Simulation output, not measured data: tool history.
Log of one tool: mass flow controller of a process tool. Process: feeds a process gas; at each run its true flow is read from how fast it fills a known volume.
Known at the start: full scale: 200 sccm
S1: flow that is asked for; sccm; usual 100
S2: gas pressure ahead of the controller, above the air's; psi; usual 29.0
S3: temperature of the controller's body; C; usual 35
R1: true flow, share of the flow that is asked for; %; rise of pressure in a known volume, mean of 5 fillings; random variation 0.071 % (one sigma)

{"run": 1, "hour": 0.0, "S1": 100, "S2": 29.0, "S3": 35, "R1": 103.33}
{"run": 2, "hour": 289.7, "S1": 100, "S2": 29.0, "S3": 33, "R1": 103.33}
{"run": 3, "hour": 479.5, "S1": 66, "S2": 29.0, "S3": 35, "R1": 103.97}
{"run": 4, "hour": 859.5, "S1": 100, "S2": 29.0, "S3": 23, "R1": 102.86}
{"run": 5, "hour": 1069.1, "S1": 100, "S2": 29.0, "S3": 36, "R1": 104.1}
{"run": 6, "hour": 1298.9, "S1": 100, "S2": 29.0, "S3": 36, "R1": 104.34}
{"run": 7, "hour": 1531.3, "S1": 100, "S2": 29.0, "S3": 36, "R1": 104.42}
{"run": 8, "hour": 1840.6, "S1": 44, "S2": 29.0, "S3": 35, "R1": 106.31}
{"run": 9, "hour": 2065.3, "S1": 155, "S2": 29.0, "S3": 35, "R1": 104.78}
{"hour": 2183.3, "done": "controller exchanged for a calibrated one"}
{"run": 10, "hour": 2466.4, "S1": 155, "S2": 29.0, "S3": 35, "R1": 100.48}
{"run": 11, "hour": 2678.3, "S1": 82, "S2": 29.0, "S3": 35, "R1": 99.66}
{"run": 12, "hour": 2932.0, "S1": 82, "S2": 29.0, "S3": 35, "R1": 99.84}
{"run": 13, "hour": 3306.1, "S1": 100, "S2": 39.5, "S3": 35, "R1": 99.82}
{"run": 14, "hour": 3564.3, "S1": 100, "S2": 29.0, "S3": 35, "R1": 100.34}
{"run": 15, "hour": 3883.1, "S1": 29, "S2": 33.8, "S3": 35, "R1": 100.24}
{"run": 16, "hour": 4139.8, "S1": 198, "S2": 27.8, "S3": 21, "R1": 100.66}
{"run": 17, "hour": 4376.0, "S1": 100, "S2": 29.6, "S3": 35, "R1": 100.8}
{"run": 18, "hour": 4743.1, "S1": 100, "S2": 29.6, "S3": 35, "R1": 101.11}
{"run": 19, "hour": 4935.0, "S1": 100, "S2": 27.1, "S3": 28, "R1": 100.76}
{"run": 20, "hour": 5316.7, "S1": 167, "S2": 40.0, "S3": 31, "R1": 101.31}
{"run": 21, "hour": 5581.1, "S1": 38, "S2": 29.0, "S3": 35, "R1": 101.98}
{"run": 22, "hour": 5913.9, "S1": 43, "S2": 29.0, "S3": 34, "R1": 102.12}
{"run": 23, "hour": 6124.0, "S1": 43, "S2": 29.0, "S3": 34, "R1": 102.21}
{"run": 24, "hour": 6516.9, "S1": 20, "S2": 30.0, "S3": 23, "R1": 104.11}
{"run": 25, "hour": 6713.7, "S1": 20, "S2": 26.0, "S3": 28, "R1": 104.98}
{"run": 26, "hour": 7139.3, "S1": 20, "S2": 26.0, "S3": 28, "R1": 105.56}
{"run": 27, "hour": 7415.2, "S1": 20, "S2": 26.0, "S3": 28, "R1": 106.09}
{"run": 28, "hour": 7865.8, "S1": 41, "S2": 34.8, "S3": 32, "R1": 103.65}

Measured less the same run without the tool's hidden state. The same run-to-run variation is in both; the gauge's scatter may not be:
The hidden state here: flow at rest that the sensor doesn't see, % of full scale; true flow over the shown one, %; drift of the gauge itself on true_pct, %.
run=1 R1=+3.89
run=2 R1=+4.08
run=3 R1=+5.08
run=4 R1=+4.45
run=5 R1=+4.58
run=6 R1=+4.73
run=7 R1=+4.89
run=8 R1=+7.68
run=9 R1=+4.48
run=10 R1=+0.17
run=11 R1=+0.39
run=12 R1=+0.55
run=13 R1=+0.72
run=14 R1=+0.88
run=15 R1=+2.10
run=16 R1=+0.99
run=17 R1=+1.36
run=18 R1=+1.59
run=19 R1=+1.72
run=20 R1=+1.66
run=21 R1=+3.46
run=22 R1=+3.52
run=23 R1=+3.72
run=24 R1=+6.86
run=25 R1=+7.16
run=26 R1=+7.82
run=27 R1=+8.25
run=28 R1=+5.51

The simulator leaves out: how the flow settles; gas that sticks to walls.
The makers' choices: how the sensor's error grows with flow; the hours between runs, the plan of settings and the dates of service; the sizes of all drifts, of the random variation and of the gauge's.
